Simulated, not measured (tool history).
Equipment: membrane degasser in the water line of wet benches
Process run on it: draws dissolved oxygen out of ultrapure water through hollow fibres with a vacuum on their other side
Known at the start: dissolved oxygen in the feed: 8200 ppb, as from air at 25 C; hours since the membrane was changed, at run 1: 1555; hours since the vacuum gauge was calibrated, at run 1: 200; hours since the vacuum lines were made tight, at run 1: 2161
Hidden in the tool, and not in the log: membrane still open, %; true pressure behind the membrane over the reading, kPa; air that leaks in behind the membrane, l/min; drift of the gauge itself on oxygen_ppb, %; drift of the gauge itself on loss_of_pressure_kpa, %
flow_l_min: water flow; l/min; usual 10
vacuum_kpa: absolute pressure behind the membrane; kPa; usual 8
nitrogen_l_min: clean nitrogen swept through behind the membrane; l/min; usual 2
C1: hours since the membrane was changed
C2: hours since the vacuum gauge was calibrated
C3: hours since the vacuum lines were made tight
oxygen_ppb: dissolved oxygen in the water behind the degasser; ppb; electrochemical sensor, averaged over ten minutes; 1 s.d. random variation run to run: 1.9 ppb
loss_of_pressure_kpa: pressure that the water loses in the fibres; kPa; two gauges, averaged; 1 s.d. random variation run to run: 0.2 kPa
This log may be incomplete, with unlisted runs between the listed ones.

{"run": 1, "hour": 0.0, "flow_l_min": 10, "vacuum_kpa": 8, "nitrogen_l_min": 2, "C1": 1555, "C2": 200, "C3": 2161, "oxygen_ppb": 186.7, "loss_of_pressure_kpa": 46.41}
{"run": 2, "hour": 51.4, "flow_l_min": 10, "vacuum_kpa": 8, "nitrogen_l_min": 2, "C1": 1607, "C2": 252, "C3": 2212, "oxygen_ppb": 184.2, "loss_of_pressure_kpa": 46.55}
{"run": 3, "hour": 90.7, "flow_l_min": 10, "vacuum_kpa": 8, "nitrogen_l_min": 2, "C1": 1646, "C2": 291, "C3": 2251, "oxygen_ppb": 189.5, "loss_of_pressure_kpa": 46.57}
{"run": 4, "hour": 120.1, "flow_l_min": 10, "vacuum_kpa": 8, "nitrogen_l_min": 2, "C1": 1675, "C2": 320, "C3": 2281, "oxygen_ppb": 188.4, "loss_of_pressure_kpa": 46.3}
{"run": 5, "hour": 165.9, "flow_l_min": 10, "vacuum_kpa": 8, "nitrogen_l_min": 2, "C1": 1721, "C2": 366, "C3": 2326, "oxygen_ppb": 189, "loss_of_pressure_kpa": 46.26}
{"run": 6, "hour": 211.2, "flow_l_min": 10, "vacuum_kpa": 8, "nitrogen_l_min": 2, "C1": 1766, "C2": 411, "C3": 2372, "oxygen_ppb": 189.2, "loss_of_pressure_kpa": 46.33}
{"run": 7, "hour": 269.8, "flow_l_min": 10, "vacuum_kpa": 8, "nitrogen_l_min": 2, "C1": 1825, "C2": 470, "C3": 2430, "oxygen_ppb": 192.6, "loss_of_pressure_kpa": 46.58}
{"run": 8, "hour": 332.2, "flow_l_min": 11, "vacuum_kpa": 14.28, "nitrogen_l_min": 2.95, "C1": 1887, "C2": 532, "C3": 2493, "oxygen_ppb": 250.4, "loss_of_pressure_kpa": 51.34}
{"run": 9, "hour": 379.3, "flow_l_min": 8, "vacuum_kpa": 8.71, "nitrogen_l_min": 2, "C1": 1934, "C2": 579, "C3": 2540, "oxygen_ppb": 148.7, "loss_of_pressure_kpa": 37.02}
{"run": 10, "hour": 411.8, "flow_l_min": 8, "vacuum_kpa": 8.71, "nitrogen_l_min": 2, "C1": 1967, "C2": 612, "C3": 2572, "oxygen_ppb": 149.3, "loss_of_pressure_kpa": 36.68}
{"run": 11, "hour": 456.9, "flow_l_min": 12, "vacuum_kpa": 8, "nitrogen_l_min": 1.34, "C1": 2012, "C2": 657, "C3": 2617, "oxygen_ppb": 271.5, "loss_of_pressure_kpa": 55.82}
{"run": 12, "hour": 492.0, "flow_l_min": 12, "vacuum_kpa": 8, "nitrogen_l_min": 1.34, "C1": 2047, "C2": 692, "C3": 2653, "oxygen_ppb": 263.9, "loss_of_pressure_kpa": 55.71}
{"run": 13, "hour": 538.1, "flow_l_min": 12, "vacuum_kpa": 8, "nitrogen_l_min": 1.34, "C1": 2093, "C2": 738, "C3": 2699, "oxygen_ppb": 271.3, "loss_of_pressure_kpa": 55.66}

What if the next run were any one of these 3? Each begins from the tool's condition after run 13:
{"run": "A", "hour": 585.7, "flow_l_min": 14, "vacuum_kpa": 17.79, "nitrogen_l_min": 1.27, "C1": 2141, "C2": 786, "C3": 2746, "oxygen_ppb": "?", "loss_of_pressure_kpa": "?"}
{"run": "B", "hour": 585.7, "flow_l_min": 12, "vacuum_kpa": 6.55, "nitrogen_l_min": 3.56, "C1": 2141, "C2": 786, "C3": 2746, "oxygen_ppb": "?", "loss_of_pressure_kpa": "?"}
{"run": "C", "hour": 585.7, "flow_l_min": 8, "vacuum_kpa": 8, "nitrogen_l_min": 2, "C1": 2141, "C2": 786, "C3": 2746, "oxygen_ppb": "?", "loss_of_pressure_kpa": "?"}

run=A oxygen_ppb=555.4 loss_of_pressure_kpa=65.18
run=B oxygen_ppb=201.5 loss_of_pressure_kpa=55.56
run=C oxygen_ppb=140.4 loss_of_pressure_kpa=37.1
Without the tool's unlogged condition, the same runs would have read:
run=A oxygen_ppb=547 loss_of_pressure_kpa=64.54
run=B oxygen_ppb=194.9 loss_of_pressure_kpa=55.01
run=C oxygen_ppb=136 loss_of_pressure_kpa=36.74
